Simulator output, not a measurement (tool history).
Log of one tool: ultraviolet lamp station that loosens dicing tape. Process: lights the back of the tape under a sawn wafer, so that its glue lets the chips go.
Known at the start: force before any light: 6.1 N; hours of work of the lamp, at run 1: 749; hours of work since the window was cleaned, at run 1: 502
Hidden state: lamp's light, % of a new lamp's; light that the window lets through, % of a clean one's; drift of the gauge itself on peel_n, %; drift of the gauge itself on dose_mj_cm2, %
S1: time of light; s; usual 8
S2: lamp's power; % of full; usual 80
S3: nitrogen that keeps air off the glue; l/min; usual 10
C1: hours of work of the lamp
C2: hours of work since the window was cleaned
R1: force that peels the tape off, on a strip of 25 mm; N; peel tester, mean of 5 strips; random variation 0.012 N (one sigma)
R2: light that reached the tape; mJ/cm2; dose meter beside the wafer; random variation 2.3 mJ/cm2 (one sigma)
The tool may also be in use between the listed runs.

run    hour  S1  S2  S3    C1   C2     R1   R2
  1       0   8  80  10   749  502  0.887  190
  2    52.6   8  80  10   790  542  0.961  181
  3   121.4   8  80   3   843  596  1.692  181
  4   173.7   8  80  10   883  636  1.054  179
      218.8  -- window cleaned of glue's vapour
  5   245.8   8  80  10   939   21  1.135  169
  6   295.5   9  80  10   977   59  0.947  183
  7   338.8   8  80   5  1011   93  1.554  164
  8   418.7   8  80   5  1072  154  1.705  153
      444.4  -- window cleaned of glue's vapour, once more
  9   510.7   8  80   5  1143   51  1.165  201
 10   582.6  10  64  10  1198  107  0.821  198
 11   631.5  10  92  10  1236  145  0.418  285
 12   682.6  12  80  10  1276  184    0.4  290
 13   732.2  15  60   5  1314  222  0.728  266
 14   801.6  14  65   6  1368  276  0.662  259
 15     884   8  75   6  1431  340  1.441  170
 16   955.6   9  86  11  1487  395  0.704  212
 17  1039.7   8  99  17  1552  460  0.598  210

Forecast each of these 3 alternatives for the next run:
  A  1121.7  12  96  15  1615  523   ?   ?
  B  1121.7   8  74  11  1615  523   ?   ?
  C  1121.7   8  86  17  1615  523   ?   ?

run     R1   R2
  A  0.301  297
  B  1.219  155
  C  0.826  182
Without the tool's hidden state the same runs would have given:
run     R1   R2
  A   0.15  443
  B  0.602  230
  C  0.364  270
